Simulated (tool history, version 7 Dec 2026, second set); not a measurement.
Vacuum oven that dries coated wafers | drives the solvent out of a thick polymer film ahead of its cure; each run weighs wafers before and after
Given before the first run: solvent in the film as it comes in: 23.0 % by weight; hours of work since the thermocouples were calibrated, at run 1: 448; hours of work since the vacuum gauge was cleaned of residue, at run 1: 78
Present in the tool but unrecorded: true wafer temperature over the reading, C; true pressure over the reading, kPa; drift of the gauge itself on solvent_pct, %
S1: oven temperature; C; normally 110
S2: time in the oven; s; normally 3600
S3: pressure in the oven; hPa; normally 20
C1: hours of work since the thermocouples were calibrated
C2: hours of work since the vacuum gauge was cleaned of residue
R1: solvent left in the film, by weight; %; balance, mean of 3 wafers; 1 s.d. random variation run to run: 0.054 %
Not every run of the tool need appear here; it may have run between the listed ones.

run	hour	S1	S2	S3	C1	C2	R1
1	0	110	3600	20	448	78	2.24
2	11.1	110	3600	20	454	85	2.34
3	22.5	110	3600	20	461	92	2.33
4	37.2	120	3600	20	471	101	0.94
5	50.8	120	3600	10.4	479	110	0.57
6	56.9	120	3600	10.4	483	114	0.55
7	70.3	120	3600	10.4	491	122	0.59
8	79.5	120	3240	24.2	497	127	1.11
# hour 81.8: vacuum gauge cleaned of residue and calibrated
9	91.1	120	3240	24.2	503	6	1.13
10	102.4	111	3600	13.1	510	13	1.89
11	111.7	111	3600	13.1	516	18	1.83
12	122.4	111	3600	13.1	522	25	1.9
# hour 131.5: vacuum gauge cleaned of residue and calibrated, once more
13	137.7	108	4500	16.8	531	4	1.82

Hidden state or all else? Some run-to-run changes of R1, split into what the settings, what came in and random variation would give without the hidden state, and what is left for the hidden state (with any gauge scatter that isn't in both results):
Run 3 -> 4: S1 110 -> 120. R1 -1.39 %: hidden state -0.14, all else -1.25.
